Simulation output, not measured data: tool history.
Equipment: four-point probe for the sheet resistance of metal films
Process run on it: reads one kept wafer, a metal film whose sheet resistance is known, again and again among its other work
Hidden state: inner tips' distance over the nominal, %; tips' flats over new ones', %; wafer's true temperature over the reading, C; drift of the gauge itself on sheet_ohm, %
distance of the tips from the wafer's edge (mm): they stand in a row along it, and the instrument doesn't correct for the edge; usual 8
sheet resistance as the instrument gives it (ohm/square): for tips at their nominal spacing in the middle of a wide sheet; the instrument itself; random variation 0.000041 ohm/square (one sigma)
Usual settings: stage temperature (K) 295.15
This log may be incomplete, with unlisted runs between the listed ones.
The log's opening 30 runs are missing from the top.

| run | hour | stage temperature (K) | distance of the tips from the wafer's edge (mm) | touches since the probe head was changed | hours of work since the stage's thermometer was calibrated | sheet resistance as the instrument gives it (ohm/square) |
|---|---|---|---|---|---|---|
| 31 | 1208.3 | 293.15 | 13 | 35730 | 883 | 0.20106 |
| 32 | 1254.1 | 301.15 | 8 | 36690 | 909 | 0.201423 |
| 33 | 1282.2 | 294.15 | 29 | 37281 | 925 | 0.200658 |
| 34 | 1308.4 | 294.15 | 39 | 37830 | 940 | 0.200665 |
| 35 | 1332.5 | 294.15 | 39 | 38335 | 954 | 0.200663 |
| 36 | 1381.4 | 295.15 | 13 | 39360 | 981 | 0.20084 |
| 37 | 1409.3 | 293.15 | 9 | 39944 | 997 | 0.201085 |
| 38 | 1434.7 | 292.15 | 4 | 40478 | 1012 | 0.203172 |
| 39 | 1474.8 | 291.15 | 48 | 41320 | 1035 | 0.200444 |
| 40 | 1500.3 | 291.15 | 48 | 41854 | 1049 | 0.200459 |
| 41 | 1549.7 | 296.15 | 23 | 42890 | 1077 | 0.200421 |
| 42 | 1575.9 | 296.15 | 23 | 43439 | 1092 | 0.200386 |
| 43 | 1601.8 | 292.15 | 50 | 43983 | 1107 | 0.200318 |
| 44 | 1657.3 | 298.15 | 19 | 45147 | 1139 | 0.200374 |

5 ways to go on from here, each from the tool as it stands after run 44. What would each give?
| A | 1684.8 | 299.15 | 62 | 45724 | 1154 | ? |
| B | 1684.8 | 295.15 | 34 | 45724 | 1154 | ? |
| C | 1684.8 | 295.15 | 34 | 45724 | 1154 | ? |
| D | 1684.8 | 291.15 | 3 | 45724 | 1154 | ? |
| E | 1684.8 | 299.15 | 8 | 45724 | 1154 | ? |

| run | sheet resistance as the instrument gives it (ohm/square) |
|---|---|
| A | 0.200295 |
| B | 0.200245 |
| C | 0.200248 |
| D | 0.204933 |
| E | 0.201015 |
With no hidden state in the tool, these same runs would have given:
| run | sheet resistance as the instrument gives it (ohm/square) |
|---|---|
| A | 0.202352 |
| B | 0.202304 |
| C | 0.202307 |
| D | 0.20704 |
| E | 0.203079 |

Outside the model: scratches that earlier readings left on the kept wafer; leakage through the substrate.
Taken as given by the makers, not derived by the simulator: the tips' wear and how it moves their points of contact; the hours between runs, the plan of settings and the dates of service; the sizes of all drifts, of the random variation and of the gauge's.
